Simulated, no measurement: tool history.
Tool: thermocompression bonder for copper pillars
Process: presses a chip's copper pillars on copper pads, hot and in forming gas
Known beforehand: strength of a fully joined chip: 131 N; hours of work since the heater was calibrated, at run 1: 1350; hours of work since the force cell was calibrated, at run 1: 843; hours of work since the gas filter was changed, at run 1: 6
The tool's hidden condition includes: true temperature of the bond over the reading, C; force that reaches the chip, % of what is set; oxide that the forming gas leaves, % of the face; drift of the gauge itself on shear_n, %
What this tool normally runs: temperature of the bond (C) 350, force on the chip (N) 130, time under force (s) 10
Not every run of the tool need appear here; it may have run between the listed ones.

run	hour	temperature of the bond (C)	force on the chip (N)	time under force (s)	hours of work since the heater was calibrated	hours of work since the force cell was calibrated	hours of work since the gas filter was changed	force that shears a chip off (N)
1	0	350	130	10	1350	843	6	66.2
2	48.5	350	130	10	1371	864	27	65.7
3	93.6	350	130	10	1390	883	46	65.8
4	126.5	350	130	10	1404	898	60	65.5
5	189	350	130	17	1431	924	87	76.5
6	234.6	349	130	10	1451	944	107	63.7
7	272.2	328	130	10	1467	960	123	51.7
8	298	350	130	10	1478	971	134	64.7
# hour 308.8: heater calibrated with a thermocouple chip
9	359.6	350	130	10	22	997	160	67.6
10	386.9	350	130	10	34	1008	171	67.3
11	422	373	130	10	49	1023	186	79.3
# hour 458.8: forming gas filter changed
12	458.8	373	130	10	64	1039	0	84.6
13	509.5	350	84	10	86	1061	22	49.4
14	564.8	350	130	10	110	1085	45	69.1
15	605.8	350	85	10	127	1102	63	49.7
16	646.9	350	85	10	145	1120	81	49.3
17	680.9	350	85	10	159	1134	95	48.7
18	736.4	350	99	10	183	1158	119	55.9
19	774.7	350	99	10	200	1175	136	55.6
20	813.3	350	99	10	216	1191	152	53.8
21	858.4	350	99	10	236	1211	171	54.7
22	903.1	356	122	9	255	1230	191	63.9
# hour 928.6: forming gas filter changed
23	965.8	356	94	8	282	1256	16	53.1
24	1018.3	320	173	7	304	1279	38	58.2
25	1065.2	320	173	7	324	1299	59	58.3
26	1120.2	320	173	7	348	1323	82	58.2
27	1150.3	320	173	7	361	1336	95	57.8
28	1195.8	350	97	10	380	1355	115	54.1
29	1249.9	358	86	7	403	1378	138	45.2
30	1277.2	358	86	7	415	1390	150	45.8
31	1337.9	334	127	10	441	1416	176	56.7
32	1395	350	105	26	466	1441	200	76.7
# hour 1400.7: forming gas filter changed
33	1446.2	350	105	26	487	1462	20	81.8
34	1482.6	350	83	12	503	1478	35	51.7
35	1545.2	380	86	12	530	1505	62	68
36	1573.5	380	86	14	542	1517	74	71.9
37	1634.9	342	154	23	568	1543	100	91.2
38	1680.5	376	81	6	588	1563	120	48.2
39	1707.9	359	84	9	600	1575	132	49.4
40	1754.3	350	128	10	620	1595	152	66.1

Alternative continuations, all from the tool just after run 40; predict every row:
A	1790.2	350	146	11	635	1610	167	?
B	1790.2	340	135	10	635	1610	167	?
C	1790.2	350	171	22	635	1610	167	?

run	force that shears a chip off (N)
A	74.9
B	62.9
C	97.2
Had the tool no hidden state, the same runs would have come out as:
run	force that shears a chip off (N)
A	78.8
B	66.3
C	102.3
